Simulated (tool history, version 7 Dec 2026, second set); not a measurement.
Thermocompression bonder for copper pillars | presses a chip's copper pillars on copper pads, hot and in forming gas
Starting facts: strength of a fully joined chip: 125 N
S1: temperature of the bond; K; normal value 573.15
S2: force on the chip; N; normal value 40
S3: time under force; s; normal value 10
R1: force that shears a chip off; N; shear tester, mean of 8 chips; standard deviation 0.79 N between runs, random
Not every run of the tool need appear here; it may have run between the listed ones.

Run 1, hour 0.0: usual settings. Result: R1 74.3 N.
Run 2, hour 21.2: usual settings. Result: R1 73.6 N.
Run 3, hour 47.2: usual settings but S3 5 s. Result: R1 58.6 N.
Run 4, hour 74.3: usual settings but S2 26 N. Result: R1 48.9 N.
Run 5, hour 89.0: usual settings but S2 26 N. Result: R1 48.2 N.
Run 6, hour 103.8: usual settings but S2 28 N. Result: R1 52.5 N.
Run 7, hour 122.4: usual settings but S2 28 N. Result: R1 52.3 N.
Run 8, hour 144.8: usual settings but S1 601.15 K, S2 54 N, S3 30 s. Result: R1 119.0 N.
Run 9, hour 176.6: usual settings but S1 601.15 K, S2 54 N, S3 30 s. Result: R1 119.8 N.
Run 10, hour 199.0: usual settings but S1 601.15 K, S2 54 N, S3 30 s. Result: R1 119.1 N.
At hour 223.1: forming gas filter changed.
Run 11, hour 225.0: usual settings but S1 601.15 K, S2 54 N, S3 30 s. Result: R1 122.5 N.

Run 12 is up next; what results do you expect?
Run 12, hour 257.7: usual settings but S1 601.15 K, S2 41 N, S3 30 s. Result: R1 ?.

R1: 113.3 N
Had the tool carried no hidden state, the very same run would have given R1 113.4 N.
